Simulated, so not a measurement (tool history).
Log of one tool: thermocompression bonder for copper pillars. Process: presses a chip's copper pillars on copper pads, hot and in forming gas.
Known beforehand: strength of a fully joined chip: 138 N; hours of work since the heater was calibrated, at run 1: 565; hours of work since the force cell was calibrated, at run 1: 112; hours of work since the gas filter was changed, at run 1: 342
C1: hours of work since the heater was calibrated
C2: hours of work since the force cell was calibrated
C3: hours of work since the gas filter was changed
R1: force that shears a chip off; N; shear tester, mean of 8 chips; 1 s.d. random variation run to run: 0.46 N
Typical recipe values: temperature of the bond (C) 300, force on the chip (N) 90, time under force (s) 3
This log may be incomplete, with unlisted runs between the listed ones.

Run 1, day 0.000: usual settings; C1 565; C2 112; C3 342. Result: R1 65.8 N.
Run 2, day 0.379: usual settings; C1 569; C2 117; C3 346. Result: R1 64.1 N.
Run 3, day 0.900: usual settings; C1 575; C2 122; C3 352. Result: R1 64.4 N.
At day 1.283: forming gas filter changed.
Run 4, day 1.483: usual settings; C1 581; C2 129; C3 2. Result: R1 67.9 N.
Run 5, day 1.833: usual settings; C1 585; C2 133; C3 6. Result: R1 67.3 N.
Run 6, day 2.067: usual settings; C1 588; C2 135; C3 9. Result: R1 67.6 N.
Run 7, day 2.308: usual settings; C1 591; C2 138; C3 12. Result: R1 66.7 N.
Run 8, day 2.567: usual settings but time under force (s) 4; C1 594; C2 141; C3 15. Result: R1 74.7 N.
Run 9, day 3.133: usual settings but time under force (s) 4; C1 600; C2 147; C3 21. Result: R1 74.7 N.
Run 10, day 3.604: usual settings but force on the chip (N) 74; C1 605; C2 153; C3 26. Result: R1 57.3 N.
Run 11, day 4.092: usual settings but force on the chip (N) 92, time under force (s) 5; C1 611; C2 158; C3 32. Result: R1 81.5 N.
Run 12, day 4.483: usual settings but force on the chip (N) 92, time under force (s) 5; C1 615; C2 163; C3 36. Result: R1 81.0 N.
Run 13, day 4.812: usual settings but force on the chip (N) 92, time under force (s) 5; C1 619; C2 166; C3 40. Result: R1 80.7 N.
Run 14, day 5.308: usual settings but temperature of the bond (C) 301, force on the chip (N) 57; C1 625; C2 172; C3 45. Result: R1 45.4 N.
Run 15, day 5.804: usual settings but temperature of the bond (C) 308, force on the chip (N) 104, time under force (s) 2; C1 630; C2 178; C3 51. Result: R1 71.0 N.
Run 16, day 6.108: usual settings but temperature of the bond (C) 291, force on the chip (N) 100; C1 634; C2 181; C3 54. Result: R1 66.4 N.
Run 17, day 6.338: usual settings but temperature of the bond (C) 282, force on the chip (N) 109; C1 636; C2 184; C3 57. Result: R1 64.5 N.
Run 18, day 6.671: usual settings but temperature of the bond (C) 293; C1 640; C2 187; C3 61. Result: R1 62.7 N.
Run 19, day 7.125: usual settings but temperature of the bond (C) 293; C1 645; C2 192; C3 66. Result: R1 63.1 N.

Describe how what the log doesn't record of the tool's condition differs between the last listed run preceding each entry between runs and the first listed run following it.
In the gap between runs 3 and 4: forming gas filter changed (day 1.283)
  oxide that the forming gas leaves, % of the face: 4.27 -> 0.52
  measured minus no-state result, R1: -2.2 -> +0.4 N
